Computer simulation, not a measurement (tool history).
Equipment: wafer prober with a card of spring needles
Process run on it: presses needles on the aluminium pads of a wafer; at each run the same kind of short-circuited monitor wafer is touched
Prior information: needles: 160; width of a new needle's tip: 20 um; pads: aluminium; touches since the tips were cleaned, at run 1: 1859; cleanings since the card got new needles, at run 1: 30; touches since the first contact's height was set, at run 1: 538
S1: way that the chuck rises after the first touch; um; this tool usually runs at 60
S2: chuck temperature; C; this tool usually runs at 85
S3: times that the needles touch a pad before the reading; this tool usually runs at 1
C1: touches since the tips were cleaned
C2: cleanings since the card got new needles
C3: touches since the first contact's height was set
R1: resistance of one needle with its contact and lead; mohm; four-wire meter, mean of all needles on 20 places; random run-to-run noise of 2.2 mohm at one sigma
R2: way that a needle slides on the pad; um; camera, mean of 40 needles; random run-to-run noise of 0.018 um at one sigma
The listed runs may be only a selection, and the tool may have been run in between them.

run 1 hour=0.0 | S1=60 S2=85 S3=1 | C1=1859 C2=30 C3=538 | R1=340 R2=11.90
-- hour=8.0 tips cleaned on abrasive film
run 2 hour=16.4 | S1=60 S2=85 S3=1 | C1=4551 C2=31 C3=9319 | R1=401 R2=11.84
-- hour=17.9 tips cleaned on abrasive film
-- hour=28.1 tips cleaned on abrasive film
run 3 hour=30.1 | S1=60 S2=85 S3=1 | C1=1054 C2=33 C3=16582 | R1=310 R2=11.87
-- hour=38.2 tips cleaned on abrasive film
run 4 hour=41.4 | S1=60 S2=85 S3=1 | C1=1733 C2=34 C3=22604 | R1=336 R2=11.81
-- hour=48.9 tips cleaned on abrasive film
-- hour=59.5 tips cleaned on abrasive film
run 5 hour=59.5 | S1=78 S2=85 S3=1 | C1=0 C2=36 C3=32219 | R1=248 R2=15.37
-- hour=69.7 tips cleaned on abrasive film
run 6 hour=73.3 | S1=78 S2=85 S3=1 | C1=1915 C2=37 C3=39619 | R1=292 R2=15.35
-- hour=79.9 tips cleaned on abrasive film
run 7 hour=88.1 | S1=78 S2=85 S3=1 | C1=4417 C2=38 C3=47552 | R1=339 R2=15.37
-- hour=90.6 tips cleaned on abrasive film
run 8 hour=99.7 | S1=60 S2=85 S3=1 | C1=4900 C2=39 C3=53741 | R1=414 R2=11.74
-- hour=100.7 tips cleaned on abrasive film
-- hour=111.9 tips cleaned on abrasive film
run 9 hour=113.4 | S1=60 S2=85 S3=1 | C1=784 C2=41 C3=60992 | R1=302 R2=11.68
-- hour=122.3 tips cleaned on abrasive film
run 10 hour=122.3 | S1=60 S2=85 S3=1 | C1=0 C2=42 C3=65739 | R1=257 R2=11.74
-- hour=132.3 tips cleaned on abrasive film
run 11 hour=136.2 | S1=60 S2=85 S3=1 | C1=2074 C2=43 C3=73153 | R1=350 R2=11.72
-- hour=143.0 tips cleaned on abrasive film
run 12 hour=147.7 | S1=60 S2=85 S3=1 | C1=2567 C2=44 C3=79303 | R1=373 R2=11.68
-- hour=154.3 tips cleaned on abrasive film
run 13 hour=158.9 | S1=60 S2=83 S3=1 | C1=2448 C2=45 C3=85256 | R1=367 R2=11.68
-- hour=164.7 tips cleaned on abrasive film
-- hour=174.9 tips cleaned on abrasive film
run 14 hour=177.2 | S1=60 S2=85 S3=1 | C1=1237 C2=47 C3=94999 | R1=328 R2=11.60
-- hour=178.9 height of the first contact set anew
-- hour=185.3 tips cleaned on abrasive film
run 15 hour=187.5 | S1=60 S2=85 S3=1 | C1=1178 C2=48 C3=4558 | R1=312 R2=11.60
run 16 hour=194.9 | S1=60 S2=85 S3=1 | C1=5157 C2=48 C3=8537 | R1=425 R2=11.58
-- hour=195.9 tips cleaned on abrasive film
-- hour=206.0 tips cleaned on abrasive film
run 17 hour=211.6 | S1=73 S2=85 S3=2 | C1=3028 C2=50 C3=17426 | R1=297 R2=14.17
-- hour=215.9 tips cleaned on abrasive film
-- hour=226.1 tips cleaned on abrasive film
run 18 hour=226.9 | S1=73 S2=29 S3=2 | C1=442 C2=52 C3=25566 | R1=243 R2=14.16
-- hour=237.3 tips cleaned on abrasive film
run 19 hour=241.6 | S1=60 S2=62 S3=1 | C1=2316 C2=53 C3=33434 | R1=371 R2=11.50
-- hour=248.9 tips cleaned on abrasive film
-- hour=259.0 tips cleaned on abrasive film
run 20 hour=259.7 | S1=60 S2=104 S3=1 | C1=376 C2=55 C3=43027 | R1=288 R2=11.51
run 21 hour=268.6 | S1=77 S2=62 S3=3 | C1=5184 C2=55 C3=47835 | R1=277 R2=14.89
-- hour=269.7 tips cleaned on abrasive film
-- hour=277.4 height of the first contact set anew, once more
-- hour=280.4 tips cleaned on abrasive film
run 22 hour=283.6 | S1=77 S2=62 S3=2 | C1=1695 C2=57 C3=3302 | R1=266 R2=15.27
-- hour=291.4 tips cleaned on abrasive film
run 23 hour=296.3 | S1=77 S2=62 S3=2 | C1=2621 C2=58 C3=10089 | R1=279 R2=15.27
-- hour=301.8 tips cleaned on abrasive film
-- hour=312.2 tips cleaned on abrasive film
run 24 hour=312.2 | S1=77 S2=62 S3=2 | C1=0 C2=60 C3=18552 | R1=238 R2=15.20
run 25 hour=319.9 | S1=63 S2=63 S3=1 | C1=4140 C2=60 C3=22692 | R1=397 R2=12.40
-- hour=323.2 tips cleaned on abrasive film
run 26 hour=328.6 | S1=60 S2=100 S3=1 | C1=2960 C2=61 C3=27345 | R1=389 R2=11.86
-- hour=334.2 tips cleaned on abrasive film
run 27 hour=338.9 | S1=60 S2=100 S3=1 | C1=2534 C2=62 C3=32823 | R1=378 R2=11.81
-- hour=344.2 tips cleaned on abrasive film
run 28 hour=351.9 | S1=70 S2=85 S3=2 | C1=4129 C2=63 C3=39732 | R1=313 R2=13.75
-- hour=354.8 tips cleaned on abrasive film
run 29 hour=359.5 | S1=66 S2=85 S3=3 | C1=2551 C2=64 C3=43813 | R1=277 R2=12.98
-- hour=365.4 tips cleaned on abrasive film
run 30 hour=370.4 | S1=66 S2=46 S3=3 | C1=2705 C2=65 C3=49594 | R1=277 R2=12.93
-- hour=375.5 tips cleaned on abrasive film
-- hour=385.7 tips cleaned on abrasive film
run 31 hour=388.3 | S1=62 S2=75 S3=1 | C1=1394 C2=67 C3=59141 | R1=338 R2=12.13
-- hour=395.7 tips cleaned on abrasive film
-- hour=405.9 tips cleaned on abrasive film
run 32 hour=406.0 | S1=72 S2=75 S3=1 | C1=13 C2=69 C3=68527 | R1=252 R2=14.13

Here are 4 independent what-if runs from the current tool condition. What would each one return?
run A hour=413.8 | S1=44 S2=56 S3=1 | C1=4257 C2=69 C3=72771 | R1=? R2=?
run B hour=413.8 | S1=55 S2=35 S3=2 | C1=4257 C2=69 C3=72771 | R1=? R2=?
run C hour=413.8 | S1=41 S2=36 S3=2 | C1=4257 C2=69 C3=72771 | R1=? R2=?
run D hour=413.8 | S1=72 S2=75 S3=1 | C1=4257 C2=69 C3=72771 | R1=? R2=?

run=A R1=593 R2=8.55
run=B R1=371 R2=10.72
run=C R1=485 R2=7.93
run=D R1=370 R2=14.07
What these runs would have given with no unlogged condition in the tool:
run=A R1=243 R2=8.72
run=B R1=230 R2=10.88
run=C R1=236 R2=8.09
run=D R1=237 R2=14.24

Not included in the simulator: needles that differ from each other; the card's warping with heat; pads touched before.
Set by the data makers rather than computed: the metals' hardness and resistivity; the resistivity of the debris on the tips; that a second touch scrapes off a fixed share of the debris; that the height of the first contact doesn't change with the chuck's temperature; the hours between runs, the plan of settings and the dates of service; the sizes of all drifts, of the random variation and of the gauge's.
